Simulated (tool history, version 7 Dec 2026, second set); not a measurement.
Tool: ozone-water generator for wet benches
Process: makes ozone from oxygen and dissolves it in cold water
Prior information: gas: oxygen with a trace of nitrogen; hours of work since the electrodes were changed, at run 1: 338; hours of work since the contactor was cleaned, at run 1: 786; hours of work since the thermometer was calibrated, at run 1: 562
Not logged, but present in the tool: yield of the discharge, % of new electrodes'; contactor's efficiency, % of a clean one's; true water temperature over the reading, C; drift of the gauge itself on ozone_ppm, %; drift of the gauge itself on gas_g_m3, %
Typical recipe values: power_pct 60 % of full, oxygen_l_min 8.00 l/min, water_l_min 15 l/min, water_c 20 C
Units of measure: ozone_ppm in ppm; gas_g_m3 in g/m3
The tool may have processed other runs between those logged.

| run | hour | power_pct | oxygen_l_min | water_l_min | water_c | hours of work since the electrodes were changed | hours of work since the contactor was cleaned | hours of work since the thermometer was calibrated | ozone_ppm | gas_g_m3 |
|---|---|---|---|---|---|---|---|---|---|---|
| 1 | 0.0 | 60 | 8.00 | 15 | 20 | 338 | 786 | 562 | 33.5 | 206.2 |
| 2 | 19.5 | 60 | 8.00 | 15 | 20 | 351 | 799 | 575 | 33.5 | 206.3 |
| 3 | 55.0 | 60 | 8.00 | 15 | 20 | 376 | 824 | 600 | 33.3 | 206.2 |
| 4 | 95.5 | 60 | 8.00 | 15 | 20 | 404 | 852 | 628 | 33.3 | 205.8 |
| 5 | 120.6 | 60 | 8.00 | 15 | 20 | 421 | 869 | 645 | 33.4 | 204.3 |
| 6 | 151.6 | 60 | 8.00 | 15 | 28 | 443 | 890 | 666 | 28.4 | 205.5 |
| 7 | 191.8 | 60 | 8.00 | 15 | 26 | 470 | 918 | 694 | 29.3 | 204.8 |
| 8 | 229.7 | 70 | 8.00 | 15 | 20 | 496 | 944 | 720 | 38.3 | 236.4 |
| 9 | 250.4 | 70 | 8.00 | 15 | 20 | 511 | 959 | 735 | 38.8 | 237.2 |
| 10 | 286.3 | 60 | 7.91 | 15 | 20 | 536 | 983 | 759 | 33.7 | 205.6 |
| 11 | 316.2 | 83 | 8.00 | 15 | 20 | 556 | 1004 | 780 | 44.6 | 276.5 |
| 12 | 337.1 | 60 | 8.00 | 15 | 20 | 571 | 1018 | 794 | 33.2 | 205.7 |
| 13 | 370.8 | 60 | 8.00 | 18 | 20 | 594 | 1042 | 818 | 30.5 | 204.9 |
| 14 | 387.5 | 60 | 8.00 | 15 | 20 | 605 | 1053 | 829 | 33.4 | 205.6 |
| 15 | 411.4 | 60 | 8.00 | 15 | 20 | 622 | 1070 | 846 | 33.0 | 205.2 |
| 16 | 437.5 | 60 | 8.00 | 15 | 20 | 640 | 1088 | 864 | 33.6 | 205.9 |
|  | 444.6 | contactor cleaned |
| 17 | 473.8 | 60 | 8.00 | 15 | 20 | 662 | 20 | 886 | 33.7 | 204.3 |
| 18 | 494.4 | 60 | 8.00 | 15 | 20 | 676 | 34 | 900 | 32.9 | 204.1 |
| 19 | 511.1 | 60 | 8.00 | 15 | 27 | 688 | 46 | 912 | 29.0 | 205.1 |
| 20 | 541.5 | 60 | 8.00 | 15 | 27 | 709 | 67 | 933 | 28.7 | 205.8 |
| 21 | 575.1 | 60 | 8.00 | 15 | 27 | 732 | 90 | 956 | 28.8 | 204.3 |
| 22 | 610.7 | 89 | 6.01 | 19 | 14 | 757 | 115 | 981 | 45.7 | 327.7 |
| 23 | 645.9 | 89 | 6.01 | 19 | 14 | 781 | 139 | 1005 | 46.0 | 327.9 |
|  | 671.7 | contactor cleaned, once more |
| 24 | 688.0 | 89 | 4.08 | 19 | 14 | 807 | 11 | 1031 | 42.9 | 384.9 |
| 25 | 718.4 | 60 | 8.00 | 19 | 20 | 828 | 32 | 1052 | 30.2 | 204.2 |
| 26 | 740.1 | 60 | 6.26 | 16 | 14 | 843 | 47 | 1067 | 35.8 | 225.3 |
| 27 | 758.3 | 60 | 6.26 | 9 | 13 | 856 | 60 | 1080 | 49.1 | 225.3 |
| 28 | 776.3 | 60 | 6.26 | 9 | 13 | 868 | 72 | 1092 | 49.5 | 225.1 |
| 29 | 796.9 | 54 | 5.21 | 15 | 24 | 882 | 86 | 1106 | 28.3 | 220.3 |
| 30 | 815.6 | 60 | 5.81 | 15 | 20 | 895 | 99 | 1119 | 33.9 | 233.6 |
| 31 | 839.8 | 47 | 4.99 | 12 | 18 | 912 | 116 | 1136 | 31.2 | 197.1 |
| 32 | 859.1 | 60 | 9.72 | 14 | 18 | 925 | 129 | 1149 | 36.0 | 189.6 |
| 33 | 892.9 | 40 | 7.43 | 15 | 22 | 949 | 153 | 1173 | 22.3 | 145.2 |

A few steps of ozone_ppm between consecutive runs. Split each: what settings, incoming material and random variation would produce without the hidden state, and what is left over for the hidden state, along with gauge scatter present in only one of the two compared results (measured, and without hidden state):
Run 21 -> 22: power_pct 60 -> 89, oxygen_l_min 8.00 -> 6.01, water_l_min 15 -> 19, water_c 27 -> 14. ozone_ppm +16.9 ppm: hidden state -0.4, all else +17.3.
Run 23 -> 24: oxygen_l_min 6.01 -> 4.08, contactor cleaned, once more. ozone_ppm -3.1 ppm: hidden state +0.5, all else -3.6.
Run 26 -> 27: water_l_min 16 -> 9, water_c 14 -> 13. ozone_ppm +13.3 ppm: hidden state -0.3, all else +13.6.
Run 28 -> 29: power_pct 60 -> 54, oxygen_l_min 6.26 -> 5.21, water_l_min 9 -> 15, water_c 13 -> 24. ozone_ppm -21.2 ppm: hidden state +0.2, all else -21.4.
Run 32 -> 33: power_pct 60 -> 40, oxygen_l_min 9.72 -> 7.43, water_l_min 14 -> 15, water_c 18 -> 22. ozone_ppm -13.7 ppm: hidden state +0.1, all else -13.8.
